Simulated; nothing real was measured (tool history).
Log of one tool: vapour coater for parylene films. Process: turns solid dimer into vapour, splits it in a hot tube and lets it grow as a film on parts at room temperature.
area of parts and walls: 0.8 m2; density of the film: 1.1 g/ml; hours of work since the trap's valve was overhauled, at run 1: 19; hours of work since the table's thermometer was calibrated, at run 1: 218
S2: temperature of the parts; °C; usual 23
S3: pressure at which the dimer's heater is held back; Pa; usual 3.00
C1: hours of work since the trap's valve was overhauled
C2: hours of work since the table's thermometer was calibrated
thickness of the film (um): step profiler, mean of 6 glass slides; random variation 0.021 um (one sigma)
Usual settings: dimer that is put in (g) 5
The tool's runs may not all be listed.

Run 1, hour 0.0: usual settings; C1 19; C2 218. Result: thickness of the film (um) 4.15.
Run 2, hour 14.7: usual settings; C1 26; C2 225. Result: thickness of the film (um) 4.07.
Run 3, hour 24.5: usual settings but S2 19 °C; C1 30; C2 230. Result: thickness of the film (um) 4.76.
Run 4, hour 47.5: usual settings; C1 41; C2 241. Result: thickness of the film (um) 4.10.
Run 5, hour 63.7: usual settings; C1 49; C2 248. Result: thickness of the film (um) 4.07.
Run 6, hour 76.2: usual settings but S3 8.89 Pa; C1 54; C2 254. Result: thickness of the film (um) 3.61.
Run 7, hour 89.1: usual settings but S2 20 °C; C1 60; C2 260. Result: thickness of the film (um) 4.57.
Run 8, hour 108.5: usual settings but S2 20 °C; C1 69; C2 269. Result: thickness of the film (um) 4.56.
Run 9, hour 119.1: usual settings but S2 20 °C; C1 74; C2 274. Result: thickness of the film (um) 4.55.
Run 10, hour 139.2: usual settings but S2 20 °C; C1 84; C2 283. Result: thickness of the film (um) 4.57.
Run 11, hour 149.2: usual settings but S3 2.33 Pa; C1 88; C2 288. Result: thickness of the film (um) 4.24.
Run 12, hour 161.6: usual settings; C1 94; C2 294. Result: thickness of the film (um) 4.11.
Run 13, hour 171.5: usual settings; C1 99; C2 298. Result: thickness of the film (um) 4.13.
Run 14, hour 186.5: usual settings; C1 106; C2 305. Result: thickness of the film (um) 4.11.
Run 15, hour 200.8: usual settings but S3 2.75 Pa; C1 112; C2 312. Result: thickness of the film (um) 4.09.
Run 16, hour 213.2: usual settings but S3 4.64 Pa; C1 118; C2 317. Result: thickness of the film (um) 3.87.
Run 17, hour 226.7: usual settings but S3 5.80 Pa; C1 124; C2 324. Result: thickness of the film (um) 3.78.
Run 18, hour 249.8: usual settings but dimer that is put in (g) 4; C1 135; C2 334. Result: thickness of the film (um) 3.26.
Run 19, hour 272.0: usual settings but dimer that is put in (g) 3; C1 145; C2 345. Result: thickness of the film (um) 2.48.
Run 20, hour 286.5: usual settings but dimer that is put in (g) 8, S2 33 °C, S3 9.13 Pa; C1 152; C2 352. Result: thickness of the film (um) 3.90.
Run 21, hour 299.0: usual settings; C1 158; C2 357. Result: thickness of the film (um) 4.10.
Run 22, hour 320.4: usual settings but dimer that is put in (g) 6; C1 168; C2 367. Result: thickness of the film (um) 4.89.
Run 23, hour 335.0: usual settings but dimer that is put in (g) 6; C1 175; C2 374. Result: thickness of the film (um) 4.89.
Run 24, hour 354.4: usual settings but dimer that is put in (g) 6, S2 33 °C, S3 2.50 Pa; C1 184; C2 383. Result: thickness of the film (um) 3.41.
Run 25, hour 364.4: usual settings but S2 27 °C, S3 2.37 Pa; C1 188; C2 388. Result: thickness of the film (um) 3.62.
Run 26, hour 375.4: usual settings but dimer that is put in (g) 6, S2 32 °C, S3 4.59 Pa; C1 193; C2 393. Result: thickness of the film (um) 3.28.
Run 27, hour 396.6: usual settings but dimer that is put in (g) 6, S2 32 °C, S3 4.59 Pa; C1 203; C2 403. Result: thickness of the film (um) 3.31.
Run 28, hour 405.9: usual settings but dimer that is put in (g) 6, S2 33 °C, S3 7.52 Pa; C1 207; C2 407. Result: thickness of the film (um) 3.03.
Run 29, hour 428.6: usual settings but S2 25 °C, S3 2.09 Pa; C1 218; C2 418. Result: thickness of the film (um) 3.99.

Forecast run 30:
Run 30, hour 441.9: usual settings but S2 25 °C, S3 2.09 Pa; C1 224; C2 424. Result: thickness of the film (um) ?.

{"run 30": {"thickness of the film (um)": 3.95}}
Without the tool's hidden state the same run would have given thickness of the film (um) 3.95.
